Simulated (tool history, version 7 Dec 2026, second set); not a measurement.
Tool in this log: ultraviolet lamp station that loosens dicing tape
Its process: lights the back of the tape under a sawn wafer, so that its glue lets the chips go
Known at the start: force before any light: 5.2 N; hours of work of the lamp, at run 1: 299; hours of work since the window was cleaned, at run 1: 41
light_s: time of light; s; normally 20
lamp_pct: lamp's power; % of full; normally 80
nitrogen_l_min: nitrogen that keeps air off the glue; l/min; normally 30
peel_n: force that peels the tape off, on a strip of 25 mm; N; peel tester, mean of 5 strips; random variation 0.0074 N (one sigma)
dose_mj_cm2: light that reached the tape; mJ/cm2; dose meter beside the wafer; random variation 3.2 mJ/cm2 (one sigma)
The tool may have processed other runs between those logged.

run    hour  light_s  lamp_pct  nitrogen_l_min  hours of work of the lamp  hours of work since the window was cleaned  peel_n  dose_mj_cm2
  1       0       20        80              30                        299                                          41   0.293          451
  2    32.7       20        75              30                        323                                          65   0.342          421
  3    98.6       20        80              30                        371                                         113   0.312          436
  4   143.8       20        80              30                        404                                         146   0.336          432
  5     213       10        80              30                        454                                         196   0.959          210
  6   279.6       10        80              30                        503                                         245   1.016          210
  7   333.9       20        75              30                        542                                         284   0.388          382
  8   400.1       20        75              30                        591                                         333     0.4          372
  9   432.4       20        80              30                        614                                         356   0.366          393
 10   497.5       20        80              46                        662                                         404   0.326          385
 11   539.8       20        80              46                        693                                         434   0.348          382
 12   605.4       25        80              30                        740                                         482    0.29          462
 13   666.4       20        80              18                        785                                         527   0.492          363
 14   704.5       20        84              30                        813                                         555    0.39          375
 15   749.8       20        63              30                        846                                         588   0.633          278
      768.1  -- window cleaned of glue's vapour
 16   793.5       20        63              30                        877                                          19   0.681          266
 17     833       20        63              30                        906                                          47   0.702          264
      876.1  -- window cleaned of glue's vapour, once more
 18     895       12        80              30                        951                                          14   0.954          217
 19   926.1       12        76              30                        974                                          36   1.048          204
 20   963.9       12        76              30                       1001                                          64   1.056          199
 21  1001.8       12        76              30                       1029                                          92   1.058          200
 22    1034       20        80              30                       1052                                         115   0.453          346
 23  1104.4       20        80              30                       1104                                         167   0.464          330
 24  1145.1       21        94              51                       1133                                         196   0.305          408
 25  1181.5       28        94              25                       1160                                         223   0.277          526
 26  1224.3       28        94              25                       1191                                         254   0.282          523
 27  1265.4       28        94              25                       1221                                         284    0.29          514
 28  1314.4       18        69              30                       1257                                         320   0.821          236
 29    1358       13        83              30                       1289                                         351   1.026          204
 30    1395       13        83              30                       1316                                         378   1.094          199
 31  1441.7       13        83              30                       1350                                         412   1.073          197
 32  1493.2       20        80              45                       1387                                         450   0.563          285

Run 33, settings as shown, results not yet in. Your forecast:
 33  1522.7       12        80              30                       1409                                         472       ?            ?

peel_n: 1.307 N
dose_mj_cm2: 168 mJ/cm2
Were there no unlogged condition in the tool, this run, its random variation unchanged, would have produced peel_n 0.534 N, dose_mj_cm2 305 mJ/cm2.
